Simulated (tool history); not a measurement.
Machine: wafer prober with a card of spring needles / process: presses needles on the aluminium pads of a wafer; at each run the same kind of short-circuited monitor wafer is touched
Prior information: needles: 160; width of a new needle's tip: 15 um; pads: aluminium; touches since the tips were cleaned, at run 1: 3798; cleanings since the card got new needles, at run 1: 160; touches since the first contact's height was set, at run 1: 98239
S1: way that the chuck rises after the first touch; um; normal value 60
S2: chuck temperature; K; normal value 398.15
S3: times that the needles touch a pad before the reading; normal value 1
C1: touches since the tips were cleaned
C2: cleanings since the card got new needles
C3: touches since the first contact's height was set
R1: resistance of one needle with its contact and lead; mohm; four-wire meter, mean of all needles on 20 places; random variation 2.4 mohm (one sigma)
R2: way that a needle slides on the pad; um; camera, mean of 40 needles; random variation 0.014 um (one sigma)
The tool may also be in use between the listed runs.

{"run": 1, "hour": 0.0, "S1": 60, "S2": 398.15, "S3": 1, "C1": 3798, "C2": 160, "C3": 98239, "R1": 388, "R2": 9.31}
{"hour": 2.7, "done": "tips cleaned on abrasive film"}
{"hour": 13.0, "done": "tips cleaned on abrasive film"}
{"hour": 15.8, "done": "height of the first contact set anew"}
{"hour": 23.6, "done": "tips cleaned on abrasive film"}
{"run": 2, "hour": 26.2, "S1": 60, "S2": 398.15, "S3": 1, "C1": 1041, "C2": 163, "C3": 4055, "R1": 325, "R2": 9.54}
{"hour": 33.9, "done": "tips cleaned on abrasive film"}
{"hour": 46.2, "done": "tips cleaned on abrasive film"}
{"hour": 58.6, "done": "tips cleaned on abrasive film"}
{"hour": 71.5, "done": "tips cleaned on abrasive film"}
{"run": 3, "hour": 73.1, "S1": 60, "S2": 398.15, "S3": 1, "C1": 660, "C2": 167, "C3": 22368, "R1": 308, "R2": 9.51}
{"hour": 83.4, "done": "tips cleaned on abrasive film"}
{"hour": 93.8, "done": "tips cleaned on abrasive film"}
{"hour": 106.6, "done": "tips cleaned on abrasive film"}
{"hour": 119.1, "done": "tips cleaned on abrasive film"}
{"run": 4, "hour": 120.9, "S1": 60, "S2": 398.15, "S3": 1, "C1": 701, "C2": 171, "C3": 41023, "R1": 310, "R2": 9.48}
{"hour": 131.2, "done": "tips cleaned on abrasive film"}
{"hour": 141.6, "done": "tips cleaned on abrasive film"}
{"run": 5, "hour": 148.6, "S1": 60, "S2": 398.15, "S3": 2, "C1": 2793, "C2": 173, "C3": 51854, "R1": 339, "R2": 9.46}
{"hour": 153.9, "done": "tips cleaned on abrasive film"}
{"hour": 166.4, "done": "tips cleaned on abrasive film"}
{"hour": 176.7, "done": "tips cleaned on abrasive film"}
{"hour": 187.0, "done": "tips cleaned on abrasive film"}
{"hour": 197.3, "done": "tips cleaned on abrasive film"}
{"run": 6, "hour": 201.1, "S1": 60, "S2": 336.15, "S3": 1, "C1": 1507, "C2": 178, "C3": 72324, "R1": 318, "R2": 9.37}
{"hour": 208.9, "done": "tips cleaned on abrasive film"}
{"hour": 221.6, "done": "tips cleaned on abrasive film"}
{"hour": 234.4, "done": "tips cleaned on abrasive film"}
{"run": 7, "hour": 243.4, "S1": 60, "S2": 302.15, "S3": 1, "C1": 3544, "C2": 181, "C3": 88837, "R1": 383, "R2": 9.34}
{"hour": 246.1, "done": "tips cleaned on abrasive film"}
{"hour": 256.4, "done": "tips cleaned on abrasive film"}
{"hour": 269.2, "done": "tips cleaned on abrasive film"}
{"hour": 281.9, "done": "tips cleaned on abrasive film"}
{"hour": 284.8, "done": "height of the first contact set anew"}
{"hour": 293.4, "done": "tips cleaned on abrasive film"}
{"run": 8, "hour": 293.4, "S1": 55, "S2": 398.15, "S3": 1, "C1": 0, "C2": 186, "C3": 3361, "R1": 292, "R2": 8.79}
{"hour": 306.3, "done": "tips cleaned on abrasive film"}
{"hour": 316.6, "done": "tips cleaned on abrasive film"}
{"run": 9, "hour": 321.4, "S1": 60, "S2": 348.15, "S3": 1, "C1": 1908, "C2": 188, "C3": 14310, "R1": 344, "R2": 9.56}
{"hour": 329.0, "done": "tips cleaned on abrasive film"}
{"hour": 339.3, "done": "tips cleaned on abrasive film"}
{"hour": 351.8, "done": "tips cleaned on abrasive film"}
{"hour": 362.2, "done": "tips cleaned on abrasive film"}
{"run": 10, "hour": 362.5, "S1": 60, "S2": 398.15, "S3": 1, "C1": 129, "C2": 192, "C3": 30307, "R1": 297, "R2": 9.5}
{"hour": 372.8, "done": "tips cleaned on abrasive film"}
{"hour": 385.6, "done": "tips cleaned on abrasive film"}
{"hour": 395.9, "done": "tips cleaned on abrasive film"}
{"hour": 408.6, "done": "tips cleaned on abrasive film"}
{"run": 11, "hour": 412.0, "S1": 60, "S2": 398.15, "S3": 2, "C1": 1348, "C2": 196, "C3": 49647, "R1": 309, "R2": 9.45}
{"hour": 419.6, "done": "tips cleaned on abrasive film"}
{"hour": 432.4, "done": "tips cleaned on abrasive film"}
{"run": 12, "hour": 436.0, "S1": 60, "S2": 398.15, "S3": 2, "C1": 1437, "C2": 198, "C3": 59014, "R1": 315, "R2": 9.41}
{"hour": 443.7, "done": "tips cleaned on abrasive film"}
{"hour": 456.3, "done": "tips cleaned on abrasive film"}
{"hour": 466.6, "done": "tips cleaned on abrasive film"}
{"run": 13, "hour": 472.6, "S1": 40, "S2": 398.15, "S3": 2, "C1": 2365, "C2": 201, "C3": 73285, "R1": 414, "R2": 6.19}
{"hour": 477.8, "done": "tips cleaned on abrasive film"}
{"hour": 490.6, "done": "tips cleaned on abrasive film"}
{"hour": 500.9, "done": "tips cleaned on abrasive film"}
{"hour": 511.3, "done": "tips cleaned on abrasive film"}
{"run": 14, "hour": 519.7, "S1": 40, "S2": 398.15, "S3": 2, "C1": 3335, "C2": 205, "C3": 91691, "R1": 440, "R2": 6.15}
{"hour": 522.4, "done": "tips cleaned on abrasive film"}
{"hour": 532.7, "done": "tips cleaned on abrasive film"}
{"hour": 543.0, "done": "tips cleaned on abrasive film"}
{"run": 15, "hour": 548.4, "S1": 60, "S2": 333.15, "S3": 1, "C1": 2126, "C2": 208, "C3": 102859, "R1": 353, "R2": 9.32}
{"hour": 553.6, "done": "tips cleaned on abrasive film"}
{"hour": 553.9, "done": "height of the first contact set anew"}
{"hour": 564.2, "done": "tips cleaned on abrasive film"}
{"hour": 576.9, "done": "tips cleaned on abrasive film"}
{"hour": 589.6, "done": "tips cleaned on abrasive film"}
{"hour": 600.0, "done": "tips cleaned on abrasive film"}
{"run": 16, "hour": 600.6, "S1": 60, "S2": 333.15, "S3": 1, "C1": 247, "C2": 213, "C3": 18220, "R1": 283, "R2": 9.56}
{"hour": 610.9, "done": "tips cleaned on abrasive film"}
{"hour": 623.6, "done": "tips cleaned on abrasive film"}
{"hour": 636.4, "done": "tips cleaned on abrasive film"}
{"hour": 646.7, "done": "tips cleaned on abrasive film"}
{"run": 17, "hour": 651.8, "S1": 60, "S2": 338.15, "S3": 1, "C1": 2020, "C2": 217, "C3": 38240, "R1": 346, "R2": 9.49}
{"hour": 659.4, "done": "tips cleaned on abrasive film"}
{"hour": 672.1, "done": "tips cleaned on abrasive film"}
{"run": 18, "hour": 680.0, "S1": 79, "S2": 398.15, "S3": 1, "C1": 3134, "C2": 219, "C3": 49255, "R1": 346, "R2": 12.46}
{"hour": 682.7, "done": "tips cleaned on abrasive film"}
{"hour": 695.4, "done": "tips cleaned on abrasive film"}
{"hour": 708.2, "done": "tips cleaned on abrasive film"}
{"hour": 720.9, "done": "tips cleaned on abrasive film"}
{"run": 19, "hour": 727.1, "S1": 51, "S2": 314.15, "S3": 1, "C1": 2444, "C2": 223, "C3": 67641, "R1": 421, "R2": 7.98}
{"hour": 732.3, "done": "tips cleaned on abrasive film"}
{"hour": 742.7, "done": "tips cleaned on abrasive film"}
{"hour": 755.5, "done": "tips cleaned on abrasive film"}
{"hour": 768.0, "done": "tips cleaned on abrasive film"}
{"hour": 778.3, "done": "tips cleaned on abrasive film"}
{"run": 20, "hour": 779.3, "S1": 74, "S2": 314.15, "S3": 1, "C1": 395, "C2": 228, "C3": 87977, "R1": 277, "R2": 11.58}
{"hour": 789.6, "done": "tips cleaned on abrasive film"}
{"hour": 799.9, "done": "tips cleaned on abrasive film"}
{"hour": 810.2, "done": "tips cleaned on abrasive film"}
{"run": 21, "hour": 819.2, "S1": 48, "S2": 326.15, "S3": 2, "C1": 3516, "C2": 231, "C3": 103549, "R1": 396, "R2": 7.37}
{"hour": 821.5, "done": "tips cleaned on abrasive film"}
{"hour": 821.8, "done": "height of the first contact set anew"}
{"hour": 834.4, "done": "tips cleaned on abrasive film"}
{"hour": 847.2, "done": "tips cleaned on abrasive film"}
{"hour": 860.1, "done": "tips cleaned on abrasive film"}
{"run": 22, "hour": 869.3, "S1": 49, "S2": 367.15, "S3": 1, "C1": 3627, "C2": 235, "C3": 18578, "R1": 465, "R2": 7.8}
{"hour": 871.9, "done": "tips cleaned on abrasive film"}
{"hour": 884.5, "done": "tips cleaned on abrasive film"}
{"hour": 894.9, "done": "tips cleaned on abrasive film"}
{"run": 23, "hour": 895.0, "S1": 49, "S2": 367.15, "S3": 1, "C1": 59, "C2": 238, "C3": 28582, "R1": 298, "R2": 7.74}
{"hour": 905.3, "done": "tips cleaned on abrasive film"}
{"hour": 915.6, "done": "tips cleaned on abrasive film"}
{"hour": 928.5, "done": "tips cleaned on abrasive film"}
{"run": 24, "hour": 932.7, "S1": 48, "S2": 311.15, "S3": 2, "C1": 1679, "C2": 241, "C3": 43309, "R1": 340, "R2": 7.56}
{"hour": 940.5, "done": "tips cleaned on abrasive film"}
{"hour": 950.8, "done": "tips cleaned on abrasive film"}
{"hour": 961.1, "done": "tips cleaned on abrasive film"}
{"run": 25, "hour": 969.0, "S1": 58, "S2": 346.15, "S3": 1, "C1": 3129, "C2": 244, "C3": 57490, "R1": 407, "R2": 9.09}
{"hour": 973.8, "done": "tips cleaned on abrasive film"}
{"hour": 984.1, "done": "tips cleaned on abrasive film"}
{"hour": 996.8, "done": "tips cleaned on abrasive film"}
{"hour": 1009.7, "done": "tips cleaned on abrasive film"}
{"run": 26, "hour": 1011.5, "S1": 68, "S2": 331.15, "S3": 2, "C1": 726, "C2": 248, "C3": 74043, "R1": 282, "R2": 10.68}
{"hour": 1021.6, "done": "tips cleaned on abrasive film"}
{"hour": 1031.9, "done": "tips cleaned on abrasive film"}
{"hour": 1042.2, "done": "tips cleaned on abrasive film"}
{"run": 27, "hour": 1047.9, "S1": 68, "S2": 389.15, "S3": 1, "C1": 2264, "C2": 251, "C3": 88269, "R1": 354, "R2": 10.62}

Alternative continuations, all from the tool just after run 27; predict every row:
{"hour": 1053.1, "done": "tips cleaned on abrasive film"}
{"hour": 1065.9, "done": "tips cleaned on abrasive film"}
{"hour": 1076.3, "done": "tips cleaned on abrasive film"}
{"hour": 1087.1, "done": "tips cleaned on abrasive film"}
{"run": "A", "hour": 1087.1, "S1": 51, "S2": 398.15, "S3": 1, "C1": 0, "C2": 255, "C3": 103514, "R1": "?", "R2": "?"}
{"hour": 1053.1, "done": "tips cleaned on abrasive film"}
{"hour": 1065.9, "done": "tips cleaned on abrasive film"}
{"hour": 1076.3, "done": "tips cleaned on abrasive film"}
{"hour": 1087.1, "done": "tips cleaned on abrasive film"}
{"run": "B", "hour": 1087.1, "S1": 43, "S2": 389.15, "S3": 2, "C1": 0, "C2": 255, "C3": 103514, "R1": "?", "R2": "?"}
{"hour": 1053.1, "done": "tips cleaned on abrasive film"}
{"hour": 1065.9, "done": "tips cleaned on abrasive film"}
{"hour": 1076.3, "done": "tips cleaned on abrasive film"}
{"hour": 1087.1, "done": "tips cleaned on abrasive film"}
{"run": "C", "hour": 1087.1, "S1": 68, "S2": 336.15, "S3": 1, "C1": 0, "C2": 255, "C3": 103514, "R1": "?", "R2": "?"}

run=A R1=297 R2=7.87
run=B R1=302 R2=6.55
run=C R1=269 R2=10.58
Stripped of hidden state, with their random variation kept, the same runs would have yielded:
run=A R1=275 R2=8.16
run=B R1=280 R2=6.84
run=C R1=256 R2=10.87

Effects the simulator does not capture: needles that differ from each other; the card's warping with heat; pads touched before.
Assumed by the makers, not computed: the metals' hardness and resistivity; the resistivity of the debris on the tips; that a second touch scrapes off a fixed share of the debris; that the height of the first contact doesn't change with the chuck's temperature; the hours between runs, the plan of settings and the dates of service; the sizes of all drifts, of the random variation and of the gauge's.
